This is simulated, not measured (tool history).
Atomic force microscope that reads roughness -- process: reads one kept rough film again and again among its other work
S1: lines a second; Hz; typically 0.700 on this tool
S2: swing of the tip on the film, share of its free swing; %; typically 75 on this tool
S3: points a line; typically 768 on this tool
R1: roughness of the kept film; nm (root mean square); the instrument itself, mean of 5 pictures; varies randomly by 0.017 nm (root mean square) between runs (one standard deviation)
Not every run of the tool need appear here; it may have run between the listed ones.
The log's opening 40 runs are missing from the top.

| run | hour | S1 | S2 | S3 | R1 |
|---|---|---|---|---|---|
| 41 | 515.8 | 0.700 | 56 | 768 | 3.992 |
| 42 | 529.3 | 3.943 | 75 | 291 | 3.134 |
| 43 | 537.0 | 3.943 | 75 | 291 | 3.120 |
| 44 | 554.5 | 0.586 | 75 | 883 | 3.800 |
| 45 | 568.5 | 0.586 | 75 | 883 | 3.839 |
| 46 | 578.9 | 2.229 | 75 | 280 | 3.402 |
| 47 | 592.1 | 0.700 | 77 | 662 | 3.712 |
| 48 | 610.2 | 0.741 | 75 | 711 | 3.697 |
| 49 | 623.9 | 0.741 | 75 | 711 | 3.690 |
| 50 | 638.9 | 0.741 | 75 | 711 | 3.649 |
| 51 | 651.0 | 0.700 | 56 | 768 | 3.802 |
| 52 | 664.6 | 0.700 | 56 | 768 | 3.761 |

Here are 3 independent what-if runs from the current tool condition. What would each one return?
| A | 681.5 | 0.700 | 79 | 707 | ? |
| B | 681.5 | 3.889 | 85 | 705 | ? |
| C | 681.5 | 0.666 | 57 | 768 | ? |

| run | R1 |
|---|---|
| A | 3.568 |
| B | 2.615 |
| C | 3.738 |
Without the tool's hidden state the same runs would have given:
| run | R1 |
|---|---|
| A | 4.012 |
| B | 2.940 |
| C | 4.202 |

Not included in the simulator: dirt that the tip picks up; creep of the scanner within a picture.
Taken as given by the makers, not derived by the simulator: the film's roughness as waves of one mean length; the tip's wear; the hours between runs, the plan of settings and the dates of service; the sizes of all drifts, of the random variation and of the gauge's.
